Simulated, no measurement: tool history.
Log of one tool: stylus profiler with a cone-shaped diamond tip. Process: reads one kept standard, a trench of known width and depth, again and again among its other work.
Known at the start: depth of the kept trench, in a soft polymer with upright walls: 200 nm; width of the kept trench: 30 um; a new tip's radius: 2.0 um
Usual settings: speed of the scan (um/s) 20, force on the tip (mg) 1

run    hour  speed of the scan (um/s)  force on the tip (mg)  depth of the trench (Å)  width of the trench's floor (nm)
  1       0                        20                      1                   2004.4                             27640
  2    70.1                        20                   0.37                   1998.1                             27450
  3   107.9                        20                      1                   2003.1                             27500
  4   142.7                        20                      1                   2002.4                             27560
  5   195.9                        20                      1                   2002.4                             27550
  6   278.8                        20                      1                   2001.6                             27520
  7   314.2                        20                      1                   2001.8                             27500
  8   347.9                        47                      1                   2002.2                             27260
      387.2  -- height scale calibrated on a step standard
  9   414.8                        47                      1                   2013.3                             27230
 10   481.5                        47                      1                     2012                             27180
 11   556.7                        47                      1                   2012.6                             27180
 12   609.2                        20                      1                   2012.2                             27450
 13   663.5                        56                      1                     2012                             27080
 14   744.9                        20                      1                     2012                             27420
 15   785.1                        20                      1                   2011.2                             27400
 16     862                        20                      1                   2009.8                             27330
 17   896.1                        20                   0.41                   2004.5                             27230
 18   935.7                        20                   0.41                   2004.8                             27230
 19   974.6                        30                   0.66                   2006.2                             27150
 20  1038.7                         6                   1.12                   2011.1                             27550
 21  1088.3                         7                   0.93                   2008.5                             27380
 22  1129.2                        13                   1.06                   2010.6                             27390
 23  1198.2                         6                   2.16                   2018.8                             27430
 24  1239.8                        20                   1.72                   2013.9                             27350
 25  1289.3                        31                    1.1                   2008.9                             27220
     1354.1  -- new tip fitted, height scale calibrated
 26  1369.4                        31                    1.1                   2013.6                             27940
 27  1438.4                        10                   0.42                   2005.9                             28040
 28  1501.2                        15                   1.24                   2012.4                             28040
 29  1577.4                        24                   0.53                   2006.7                             27880
 30  1617.1                        24                   0.53                     2006                             27890
 31  1663.4                        11                   0.61                   2006.8                             27950
 32  1741.2                        61                   0.71                   2008.1                             27400
 33  1796.5                        61                   0.71                   2007.5                             27420
 34  1832.4                        63                   0.54                   2006.2                             27250

Forecast each of these 3 alternatives for the next run:
  A  1876.4                         7                    2.6                        ?                                 ?
  B  1876.4                        22                   0.37                        ?                                 ?
  C  1876.4                        17                   0.82                        ?                                 ?

run  depth of the trench (Å)  width of the trench's floor (nm)
  A                   2020.7                             28020
  B                   2003.9                             27740
  C                   2008.3                             27930
Without the tool's hidden state the same runs would have given:
run  depth of the trench (Å)  width of the trench's floor (nm)
  A                   2023.6                             28190
  B                   2006.8                             27910
  C                   2011.2                             28100
